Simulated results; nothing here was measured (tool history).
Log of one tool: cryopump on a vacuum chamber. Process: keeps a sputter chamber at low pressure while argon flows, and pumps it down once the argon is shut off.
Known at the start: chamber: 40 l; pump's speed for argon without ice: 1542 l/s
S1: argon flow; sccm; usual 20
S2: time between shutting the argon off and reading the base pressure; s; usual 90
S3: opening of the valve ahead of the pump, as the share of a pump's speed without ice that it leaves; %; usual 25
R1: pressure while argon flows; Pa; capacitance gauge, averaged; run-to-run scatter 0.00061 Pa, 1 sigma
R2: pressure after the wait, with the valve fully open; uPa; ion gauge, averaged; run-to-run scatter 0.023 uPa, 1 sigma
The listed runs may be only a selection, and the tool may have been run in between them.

run,day,S1,S2,S3,R1,R2
1,0.000,20,90,25,0.0889,1.16
2,1.162,20,90,25,0.0893,1.16
3,2.721,9,90,25,0.0414,1.15
4,4.396,9,90,25,0.0396,1.23
5,5.821,9,90,25,0.0406,1.19
6,7.229,9,90,25,0.0413,1.22
7,7.938,20,90,25,0.0908,1.29
8,8.883,21,90,25,0.0957,1.27
9,10.521,21,90,25,0.0957,1.27
10,11.442,21,90,25,0.0959,1.27
11,12.683,21,90,25,0.0963,1.30
12,13.617,20,90,16,0.1389,1.29
13,14.633,20,90,16,0.1405,1.30
14,15.421,20,90,16,0.1395,1.34
15,16.217,20,90,34,0.0677,1.28
16,17.029,20,90,34,0.0685,1.35
17,18.554,20,90,34,0.0684,1.33
# day 19.846: pump warmed up, emptied and cooled again
18,20.154,32,90,32,0.1111,1.23
19,21.358,9,139,47,0.0216,1.04
20,22.525,9,139,47,0.0213,1.01
21,23.300,9,139,47,0.0214,1.11
22,24.738,12,25,50,0.0276,2.61
23,26.404,10,90,29,0.0392,1.30
24,27.867,20,110,25,0.0895,1.19
25,29.479,20,90,32,0.0699,1.34
26,30.421,20,23,45,0.0507,2.64
27,31.442,20,23,45,0.0509,2.74
28,32.342,8,90,25,0.0354,1.34
29,33.608,8,90,25,0.0351,1.33
30,35.179,8,90,25,0.0356,1.40
31,36.829,14,57,38,0.0424,1.64
32,38.467,14,57,38,0.0411,1.62
33,39.229,20,90,57,0.0414,1.39

Hidden state or all else? Some run-to-run changes of R1, split into what the settings, what came in and random variation would give without the hidden state, and what is left for the hidden state (with any gauge scatter that isn't in both results):
Hidden conditions of the tool in this case: pump's speed, % of a pump's without ice; cold plate's temperature, K; leak into the chamber, uPa l/s; drift of the gauge itself on working_pa, %; drift of the gauge itself on base_upa, %.
Run 6 -> 7: S1 9 -> 20. R1 +0.0495 Pa: hidden state +0.0015, all else +0.0480.
Run 14 -> 15: S3 16 -> 34. R1 -0.0718 Pa: hidden state +0.0002, all else -0.0720.
Run 17 -> 18: S1 20 -> 32, S3 34 -> 32, pump warmed up, emptied and cooled again. R1 +0.0427 Pa: hidden state -0.0035, all else +0.0462.
Run 18 -> 19: S1 32 -> 9, S2 90 -> 139, S3 32 -> 47. R1 -0.0895 Pa: hidden state -0.0003, all else -0.0892.
Run 23 -> 24: S1 10 -> 20, S2 90 -> 110, S3 29 -> 25. R1 +0.0503 Pa: hidden state +0.0007, all else +0.0496.
Run 27 -> 28: S1 20 -> 8, S2 23 -> 90, S3 45 -> 25. R1 -0.0155 Pa: hidden state -0.0010, all else -0.0145.
